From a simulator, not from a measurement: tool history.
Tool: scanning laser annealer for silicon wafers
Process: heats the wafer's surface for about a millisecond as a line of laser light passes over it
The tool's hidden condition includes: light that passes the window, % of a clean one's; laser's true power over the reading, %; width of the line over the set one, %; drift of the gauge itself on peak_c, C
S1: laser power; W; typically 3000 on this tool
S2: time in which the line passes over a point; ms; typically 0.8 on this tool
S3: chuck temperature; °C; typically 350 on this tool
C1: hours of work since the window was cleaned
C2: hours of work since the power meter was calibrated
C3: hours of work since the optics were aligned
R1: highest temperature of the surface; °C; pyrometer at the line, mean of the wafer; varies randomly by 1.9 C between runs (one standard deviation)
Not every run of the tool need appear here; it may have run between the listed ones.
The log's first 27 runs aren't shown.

run 28 hour=671.4 | S1=3273 S2=0.797 S3=330 | C1=61 C2=609 C3=90 | R1=1187
run 29 hour=693 | S1=2566 S2=0.8 S3=350 | C1=70 C2=619 C3=99 | R1=1034
run 30 hour=714.5 | S1=2851 S2=0.962 S3=350 | C1=79 C2=628 C3=108 | R1=1167
run 31 hour=730 | S1=3254 S2=0.8 S3=350 | C1=86 C2=635 C3=115 | R1=1200
run 32 hour=761.9 | S1=2657 S2=0.8 S3=350 | C1=100 C2=649 C3=129 | R1=1056
run 33 hour=786.6 | S1=3162 S2=0.8 S3=349 | C1=111 C2=660 C3=140 | R1=1180
run 34 hour=802 | S1=2988 S2=0.8 S3=352 | C1=118 C2=667 C3=147 | R1=1143
run 35 hour=823.3 | S1=2686 S2=0.649 S3=355 | C1=127 C2=676 C3=156 | R1=1006
run 36 hour=857.4 | S1=3154 S2=0.8 S3=311 | C1=142 C2=691 C3=171 | R1=1139
run 37 hour=883.7 | S1=3000 S2=0.8 S3=313 | C1=153 C2=702 C3=183 | R1=1098
run 38 hour=911.9 | S1=3000 S2=0.8 S3=313 | C1=166 C2=715 C3=195 | R1=1102
run 39 hour=938.7 | S1=3000 S2=0.8 S3=313 | C1=178 C2=726 C3=207 | R1=1102
run 40 hour=953.8 | S1=2737 S2=0.847 S3=350 | C1=184 C2=733 C3=213 | R1=1091
run 41 hour=983.7 | S1=3017 S2=0.8 S3=367 | C1=197 C2=746 C3=226 | R1=1158
run 42 hour=1004.9 | S1=3017 S2=0.8 S3=367 | C1=207 C2=755 C3=236 | R1=1161

Consider 3 possible next runs. They are alternatives, not a sequence: every one starts from the tool as it was left by run 42. What does each give?
run A hour=1024.9 | S1=2921 S2=0.8 S3=368 | C1=215 C2=764 C3=244 | R1=?
run B hour=1024.9 | S1=3298 S2=0.828 S3=350 | C1=215 C2=764 C3=244 | R1=?
run C hour=1024.9 | S1=2855 S2=0.706 S3=338 | C1=215 C2=764 C3=244 | R1=?

run=A R1=1135
run=B R1=1221
run=C R1=1050
With the hidden condition removed and each run's random variation left untouched, the same runs would have given:
run=A R1=1141
run=B R1=1229
run=C R1=1056
